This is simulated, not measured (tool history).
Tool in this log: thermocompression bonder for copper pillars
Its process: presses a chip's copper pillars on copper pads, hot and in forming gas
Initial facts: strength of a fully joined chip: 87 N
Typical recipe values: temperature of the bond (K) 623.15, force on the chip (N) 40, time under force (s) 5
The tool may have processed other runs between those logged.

run	hour	temperature of the bond (K)	force on the chip (N)	time under force (s)	force that shears a chip off (N)
1	0	623.15	40	5	35.8
2	9.3	598.15	40	5	25.3
3	15.8	623.15	26	5	23.9
4	21.2	623.15	26	5	23.9
5	31.6	623.15	40	10	45.4
6	38.8	623.15	40	5	34.5
7	47.3	623.15	40	11	47.9
8	56.6	623.15	40	11	47.3
9	62.4	623.15	40	11	46.9
10	72.5	623.15	40	5	35.8
11	83.1	623.15	40	5	35.2
12	90.1	623.15	40	5	34.9
13	98.3	623.15	58	5	49
14	106.9	623.15	58	5	48.9
15	115.3	623.15	58	4	44.3
16	125.2	623.15	58	4	44.1
17	131.1	623.15	40	5	35.6
18	138.6	623.15	40	7	40.5
19	145.5	623.15	40	7	39.7
20	155.1	623.15	34	5	31.1
21	159.9	623.15	34	5	31
22	169.1	623.15	31	5	28.7
23	174.7	623.15	31	5	28
24	183.8	630.15	45	6	46.3
25	188.9	595.15	41	5	24.8
26	199.7	595.15	41	5	24.4
27	204.7	595.15	41	5	24.8
28	213.2	595.15	41	5	25.5
29	223.4	595.15	41	5	26.2
30	228	595.15	41	5	24.9
31	237.7	615.15	35	4	25.7
32	242.2	615.15	35	4	25.2
33	247.3	643.15	35	5	39.9
34	256.5	644.15	40	5	44.2
35	261.9	633.15	50	5	47.5
36	269.9	633.15	50	5	46.9
37	276.1	635.15	35	8	42.9
38	287	635.15	35	8	42.8
39	293.7	623.15	40	8	41.5

Not shown: 1 entry that the log had between the listed runs. Between which runs, and how does the tool's hidden state differ before and after?
After run 2, before run 3: forming gas filter changed (hour 13.3)
  oxide that the forming gas leaves, % of the face: 1.49 -> 0.51
